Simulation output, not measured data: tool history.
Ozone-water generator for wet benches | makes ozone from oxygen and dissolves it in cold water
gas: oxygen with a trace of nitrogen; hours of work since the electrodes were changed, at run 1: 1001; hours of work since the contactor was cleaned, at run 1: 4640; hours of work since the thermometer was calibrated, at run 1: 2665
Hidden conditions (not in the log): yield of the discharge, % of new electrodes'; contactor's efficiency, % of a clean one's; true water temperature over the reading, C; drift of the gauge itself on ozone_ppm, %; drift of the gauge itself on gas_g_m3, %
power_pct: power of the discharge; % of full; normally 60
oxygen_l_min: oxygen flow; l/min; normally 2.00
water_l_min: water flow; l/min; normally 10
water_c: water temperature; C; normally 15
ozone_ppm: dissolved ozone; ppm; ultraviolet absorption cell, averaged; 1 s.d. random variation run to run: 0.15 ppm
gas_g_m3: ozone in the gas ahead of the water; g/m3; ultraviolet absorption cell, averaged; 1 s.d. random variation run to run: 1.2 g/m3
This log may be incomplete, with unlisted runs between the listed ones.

run   hour  power_pct  oxygen_l_min  water_l_min  water_c  hours of work since the electrodes were changed  hours of work since the contactor was cleaned  hours of work since the thermometer was calibrated  ozone_ppm  gas_g_m3
  1    0.0         60          2.00           10       15                                             1001                                           4640                                                2665       17.7     210.2
  2   21.0         60          2.00           10       15                                             1021                                           4660                                                2685       17.3     209.3
  3   48.3         60          2.00           10       15                                             1047                                           4687                                                2711       17.5     206.9
  4   90.8         50          2.00           10       15                                             1089                                           4728                                                2753       15.8     188.2
  5  119.8         50          2.00           10       15                                             1117                                           4756                                                2781       15.8     188.7
  6  160.4         60          2.00           10       15                                             1156                                           4795                                                2820       17.5     208.0
  7  201.9         60          2.00           10       15                                             1196                                           4836                                                2860       17.6     207.3
  8  243.1         66          3.08           10       15                                             1236                                           4876                                                2900       19.6     178.6
  9  290.4         66          1.48           10       20                                             1282                                           4921                                                2946       16.6     256.7
 10  334.7         66          1.48           10       20                                             1325                                           4964                                                2989       16.7     259.5
 11  376.3         66          1.48           10       20                                             1365                                           5005                                                3029       16.7     255.8

Predict the results of run 12:
 12  426.6         66          1.48           10       20                                             1414                                           5053                                                3078          ?         ?

ozone_ppm: 16.9 ppm
gas_g_m3: 258.1 g/m3
Were there no unlogged condition in the tool, this run, its random variation unchanged, would have produced ozone_ppm 16.9 ppm, gas_g_m3 258.1 g/m3.
